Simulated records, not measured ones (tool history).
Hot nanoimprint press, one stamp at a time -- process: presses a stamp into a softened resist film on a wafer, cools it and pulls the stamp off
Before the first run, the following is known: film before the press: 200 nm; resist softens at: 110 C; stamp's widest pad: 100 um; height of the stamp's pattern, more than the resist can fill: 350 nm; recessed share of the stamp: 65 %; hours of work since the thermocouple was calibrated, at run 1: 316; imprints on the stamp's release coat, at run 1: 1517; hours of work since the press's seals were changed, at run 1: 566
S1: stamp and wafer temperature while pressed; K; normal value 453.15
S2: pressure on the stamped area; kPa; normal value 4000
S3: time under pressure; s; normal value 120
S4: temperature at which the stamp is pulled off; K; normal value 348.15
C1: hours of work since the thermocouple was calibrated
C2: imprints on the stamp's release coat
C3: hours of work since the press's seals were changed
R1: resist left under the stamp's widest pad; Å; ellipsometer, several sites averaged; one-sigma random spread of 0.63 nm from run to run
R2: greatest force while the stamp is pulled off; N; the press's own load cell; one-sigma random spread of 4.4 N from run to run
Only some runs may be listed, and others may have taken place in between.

Run 1, hour 0: usual settings; C1 316; C2 1517; C3 566. Result: R1 846 Å, R2 267 N.
At hour 48.9: stamp cleaned and given a new release coat.
Run 2, hour 49.2: usual settings; C1 337; C2 1; C3 587. Result: R1 849 Å, R2 215 N.
Run 3, hour 84.8: usual settings but S2 3000 kPa; C1 355; C2 95; C3 604. Result: R1 957 Å, R2 214 N.
Run 4, hour 129.5: usual settings but S1 465.15 K; C1 376; C2 213; C3 626. Result: R1 444 Å, R2 225 N.
At hour 141.1: press's hydraulic seals changed and the load cell set to zero.
Run 5, hour 178.6: usual settings but S1 465.15 K, S2 3480 kPa; C1 396; C2 322; C3 18. Result: R1 463 Å, R2 229 N.
Run 6, hour 220.5: usual settings but S1 465.15 K, S2 3480 kPa; C1 417; C2 433; C3 39. Result: R1 476 Å, R2 236 N.
Run 7, hour 239.7: usual settings but S1 461.15 K; C1 426; C2 484; C3 48. Result: R1 538 Å, R2 234 N.
Run 8, hour 258.5: usual settings but S1 461.15 K; C1 435; C2 534; C3 57. Result: R1 545 Å, R2 234 N.
At hour 271.3: plate thermocouple calibrated.
Run 9, hour 287.4: usual settings but S3 73 s; C1 8; C2 602; C3 70. Result: R1 1031 Å, R2 235 N.
Run 10, hour 314.3: usual settings but S1 444.15 K; C1 21; C2 674; C3 83. Result: R1 1371 Å, R2 237 N.
Run 11, hour 335.7: usual settings but S1 444.15 K; C1 31; C2 730; C3 94. Result: R1 1371 Å, R2 249 N.
Run 12, hour 372.8: usual settings but S1 444.15 K; C1 50; C2 828; C3 112. Result: R1 1373 Å, R2 247 N.
Run 13, hour 404.2: usual settings; C1 65; C2 911; C3 127. Result: R1 862 Å, R2 244 N.
Run 14, hour 433.2: usual settings; C1 79; C2 988; C3 141. Result: R1 873 Å, R2 255 N.
Run 15, hour 454.4: usual settings; C1 89; C2 1044; C3 151. Result: R1 866 Å, R2 248 N.
Run 16, hour 474: usual settings but S3 72 s; C1 99; C2 1096; C3 161. Result: R1 1049 Å, R2 254 N.
Run 17, hour 494.4: usual settings but S3 72 s; C1 109; C2 1150; C3 171. Result: R1 1058 Å, R2 254 N.
Run 18, hour 514.5: usual settings but S3 72 s; C1 119; C2 1203; C3 181. Result: R1 1045 Å, R2 258 N.
At hour 546.6: plate thermocouple calibrated, once more.
Run 19, hour 556.4: usual settings but S1 443.15 K; C1 5; C2 1307; C3 200. Result: R1 1326 Å, R2 239 N.
Run 20, hour 600.2: usual settings but S3 101 s, S4 343.15 K; C1 26; C2 1422; C3 221. Result: R1 848 Å, R2 295 N.
Run 21, hour 631.8: usual settings but S2 3860 kPa, S4 353.15 K; C1 42; C2 1506; C3 237. Result: R1 806 Å, R2 217 N.
Run 22, hour 651.1: usual settings but S1 447.15 K, S2 4290 kPa, S4 353.15 K; C1 51; C2 1557; C3 246. Result: R1 1069 Å, R2 218 N.
At hour 683.4: stamp cleaned and given a new release coat.
Run 23, hour 700.6: usual settings but S1 444.15 K, S2 3190 kPa, S3 164 s, S4 353.15 K; C1 72; C2 45; C3 267. Result: R1 1288 Å, R2 182 N.
Run 24, hour 730.5: usual settings but S1 445.15 K, S2 3390 kPa, S3 73 s, S4 347.15 K; C1 87; C2 124; C3 282. Result: R1 1468 Å, R2 225 N.
Run 25, hour 759.5: usual settings but S1 445.15 K, S2 3390 kPa, S3 73 s, S4 347.15 K; C1 101; C2 201; C3 296. Result: R1 1475 Å, R2 231 N.
Run 26, hour 803.1: usual settings but S1 445.15 K, S2 3180 kPa, S3 86 s; C1 122; C2 316; C3 317. Result: R1 1450 Å, R2 225 N.
Run 27, hour 822.7: usual settings but S1 445.15 K, S2 3750 kPa, S3 199 s; C1 132; C2 368; C3 327. Result: R1 1094 Å, R2 221 N.
Run 28, hour 858.6: usual settings but S1 445.15 K, S2 2400 kPa, S3 199 s; C1 149; C2 463; C3 344. Result: R1 1271 Å, R2 226 N.
Run 29, hour 883: usual settings but S1 445.15 K, S2 2400 kPa, S3 199 s; C1 161; C2 528; C3 356. Result: R1 1270 Å, R2 227 N.
Run 30, hour 919.2: usual settings but S1 454.15 K, S2 2400 kPa, S3 199 s, S4 346.15 K; C1 179; C2 624; C3 374. Result: R1 801 Å, R2 251 N.
Run 31, hour 947: usual settings but S1 454.15 K, S2 3420 kPa, S3 199 s, S4 340.15 K; C1 193; C2 697; C3 388. Result: R1 662 Å, R2 284 N.

Run by run, hidden condition taken away, random variation retained:
The tool's hidden condition here consists of: true temperature over the reading, C; pressure that arrives at the usual setting, %; grip of the stamp's worn release coat, % over a new coat's; drift of the gauge itself on residual_nm, %; drift of the gauge itself on pull_off_n, %.
run    R1   R2
  1   786  216
  2   786  210
  3   892  206
  4   408  213
  5   436  213
  6   447  216
  7   503  213
  8   509  212
  9   954  209
 10  1277  209
 11  1276  218
 12  1274  214
 13   783  208
 14   792  216
 15   782  208
 16   955  212
 17   964  210
 18   949  212
 19  1320  204
 20   839  248
 21   796  180
 22  1054  180
 23  1270  180
 24  1449  220
 25  1454  224
 26  1425  214
 27  1064  209
 28  1240  211
 29  1237  210
 30   773  230
 31   634  257
